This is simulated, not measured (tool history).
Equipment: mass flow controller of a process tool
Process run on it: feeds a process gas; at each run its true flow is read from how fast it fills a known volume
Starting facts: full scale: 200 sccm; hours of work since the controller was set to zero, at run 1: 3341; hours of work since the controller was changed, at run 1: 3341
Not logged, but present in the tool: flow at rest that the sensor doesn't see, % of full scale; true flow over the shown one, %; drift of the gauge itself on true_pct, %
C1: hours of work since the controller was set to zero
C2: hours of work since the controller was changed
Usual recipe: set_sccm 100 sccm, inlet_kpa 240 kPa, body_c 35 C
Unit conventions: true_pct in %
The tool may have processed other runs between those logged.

run 1 hour=0 | set_sccm=100 inlet_kpa=240 body_c=35 | C1=3341 C2=3341 | true_pct=99.47
run 2 hour=536.8 | set_sccm=100 inlet_kpa=240 body_c=35 | C1=3718 C2=3718 | true_pct=99.34
run 3 hour=781.2 | set_sccm=100 inlet_kpa=240 body_c=35 | C1=3889 C2=3889 | true_pct=99
run 4 hour=1301.1 | set_sccm=100 inlet_kpa=240 body_c=27 | C1=4254 C2=4254 | true_pct=98.55
run 5 hour=1782.2 | set_sccm=115 inlet_kpa=240 body_c=35 | C1=4592 C2=4592 | true_pct=98.87
run 6 hour=2159.7 | set_sccm=100 inlet_kpa=240 body_c=35 | C1=4857 C2=4857 | true_pct=98.45
run 7 hour=2565.6 | set_sccm=100 inlet_kpa=240 body_c=28 | C1=5143 C2=5143 | true_pct=98.06
run 8 hour=3027.6 | set_sccm=180 inlet_kpa=240 body_c=28 | C1=5467 C2=5467 | true_pct=98.75
-- hour=3216 controller's zero set anew
run 9 hour=3454.1 | set_sccm=180 inlet_kpa=240 body_c=28 | C1=167 C2=5766 | true_pct=98.4
run 10 hour=3729.2 | set_sccm=100 inlet_kpa=240 body_c=35 | C1=360 C2=5959 | true_pct=97.82
run 11 hour=3988.2 | set_sccm=100 inlet_kpa=240 body_c=35 | C1=542 C2=6141 | true_pct=97.82
run 12 hour=4256.1 | set_sccm=100 inlet_kpa=240 body_c=35 | C1=730 C2=6329 | true_pct=97.62
run 13 hour=4793.2 | set_sccm=100 inlet_kpa=240 body_c=35 | C1=1108 C2=6707 | true_pct=97.35
run 14 hour=5180.8 | set_sccm=100 inlet_kpa=240 body_c=26 | C1=1380 C2=6979 | true_pct=96.78
run 15 hour=5486.6 | set_sccm=100 inlet_kpa=240 body_c=26 | C1=1595 C2=7194 | true_pct=96.55
run 16 hour=5740.6 | set_sccm=100 inlet_kpa=210 body_c=35 | C1=1773 C2=7372 | true_pct=96.84
run 17 hour=5959.9 | set_sccm=100 inlet_kpa=210 body_c=35 | C1=1927 C2=7526 | true_pct=96.88
run 18 hour=6385.5 | set_sccm=100 inlet_kpa=240 body_c=33 | C1=2226 C2=7825 | true_pct=96.7
-- hour=6614.3 gauge calibrated
run 19 hour=6881.5 | set_sccm=100 inlet_kpa=240 body_c=33 | C1=2574 C2=8173 | true_pct=99.27
-- hour=7027.1 controller exchanged for a calibrated one
run 20 hour=7305 | set_sccm=100 inlet_kpa=240 body_c=23 | C1=195 C2=195 | true_pct=98.76
run 21 hour=7585.9 | set_sccm=100 inlet_kpa=240 body_c=35 | C1=392 C2=392 | true_pct=99.14
run 22 hour=7862.5 | set_sccm=100 inlet_kpa=240 body_c=35 | C1=587 C2=587 | true_pct=98.87
run 23 hour=8159.5 | set_sccm=100 inlet_kpa=240 body_c=35 | C1=795 C2=795 | true_pct=98.81
run 24 hour=8386.6 | set_sccm=99 inlet_kpa=172 body_c=33 | C1=955 C2=955 | true_pct=98.31
run 25 hour=8617.4 | set_sccm=100 inlet_kpa=240 body_c=23 | C1=1117 C2=1117 | true_pct=97.99
run 26 hour=9089 | set_sccm=100 inlet_kpa=240 body_c=23 | C1=1448 C2=1448 | true_pct=97.74
run 27 hour=9513 | set_sccm=168 inlet_kpa=168 body_c=21 | C1=1746 C2=1746 | true_pct=98.21
run 28 hour=9791.9 | set_sccm=168 inlet_kpa=168 body_c=21 | C1=1942 C2=1942 | true_pct=98.05
run 29 hour=10065.5 | set_sccm=32 inlet_kpa=207 body_c=26 | C1=2134 C2=2134 | true_pct=96.68
run 30 hour=10473.9 | set_sccm=32 inlet_kpa=207 body_c=37 | C1=2421 C2=2421 | true_pct=97.08
run 31 hour=10904.9 | set_sccm=32 inlet_kpa=207 body_c=37 | C1=2723 C2=2723 | true_pct=96.93
run 32 hour=11378.5 | set_sccm=63 inlet_kpa=229 body_c=27 | C1=3056 C2=3056 | true_pct=96.7
run 33 hour=11630.9 | set_sccm=68 inlet_kpa=147 body_c=27 | C1=3233 C2=3233 | true_pct=96.33
run 34 hour=11860.2 | set_sccm=84 inlet_kpa=178 body_c=36 | C1=3394 C2=3394 | true_pct=97.09
run 35 hour=12302.7 | set_sccm=117 inlet_kpa=258 body_c=23 | C1=3705 C2=3705 | true_pct=96.61
run 36 hour=12679.5 | set_sccm=185 inlet_kpa=238 body_c=35 | C1=3970 C2=3970 | true_pct=97.92
run 37 hour=13136.7 | set_sccm=100 inlet_kpa=181 body_c=27 | C1=4291 C2=4291 | true_pct=96.08
run 38 hour=13590 | set_sccm=39 inlet_kpa=192 body_c=34 | C1=4609 C2=4609 | true_pct=95.64
run 39 hour=14000.3 | set_sccm=39 inlet_kpa=192 body_c=34 | C1=4897 C2=4897 | true_pct=95.43
run 40 hour=14245 | set_sccm=33 inlet_kpa=173 body_c=34 | C1=5069 C2=5069 | true_pct=95.27
run 41 hour=14668.8 | set_sccm=25 inlet_kpa=240 body_c=35 | C1=5367 C2=5367 | true_pct=95.13
-- hour=15015.6 controller's zero set anew
run 42 hour=15207 | set_sccm=25 inlet_kpa=240 body_c=35 | C1=134 C2=5744 | true_pct=94.94
run 43 hour=15549.9 | set_sccm=100 inlet_kpa=240 body_c=25 | C1=375 C2=5985 | true_pct=95.11
run 44 hour=15837.4 | set_sccm=93 inlet_kpa=254 body_c=33 | C1=577 C2=6187 | true_pct=95.41
run 45 hour=16250.8 | set_sccm=104 inlet_kpa=254 body_c=28 | C1=867 C2=6478 | true_pct=95.11
run 46 hour=16781.6 | set_sccm=104 inlet_kpa=254 body_c=28 | C1=1240 C2=6850 | true_pct=94.96

Across each entry between runs, compare the hidden state at the last listed run before it with the hidden state at the first listed run after it:
Between runs 8 and 9: controller's zero set anew (hour 3216)
  flow at rest that the sensor doesn't see, % of full scale: -0.002 -> 0; drift of the gauge itself on true_pct, %: -1.31 -> -1.49
  measured result minus the result with no hidden state, true_pct: -1.31 -> -1.49 %
Between runs 18 and 19: gauge calibrated (hour 6614.3)
  drift of the gauge itself on true_pct, %: -2.76 -> -0.12
  measured result minus the result with no hidden state, true_pct: -2.75 -> -0.12 %
Between runs 19 and 20: controller exchanged for a calibrated one (hour 7027.1)
  flow at rest that the sensor doesn't see, % of full scale: -0.001 -> 0; drift of the gauge itself on true_pct, %: -0.12 -> -0.3
  measured result minus the result with no hidden state, true_pct: -0.12 -> -0.3 %
Between runs 41 and 42: controller's zero set anew (hour 15015.6)
  flow at rest that the sensor doesn't see, % of full scale: -0.002 -> 0; drift of the gauge itself on true_pct, %: -3.48 -> -3.71
  measured result minus the result with no hidden state, true_pct: -3.44 -> -3.67 %

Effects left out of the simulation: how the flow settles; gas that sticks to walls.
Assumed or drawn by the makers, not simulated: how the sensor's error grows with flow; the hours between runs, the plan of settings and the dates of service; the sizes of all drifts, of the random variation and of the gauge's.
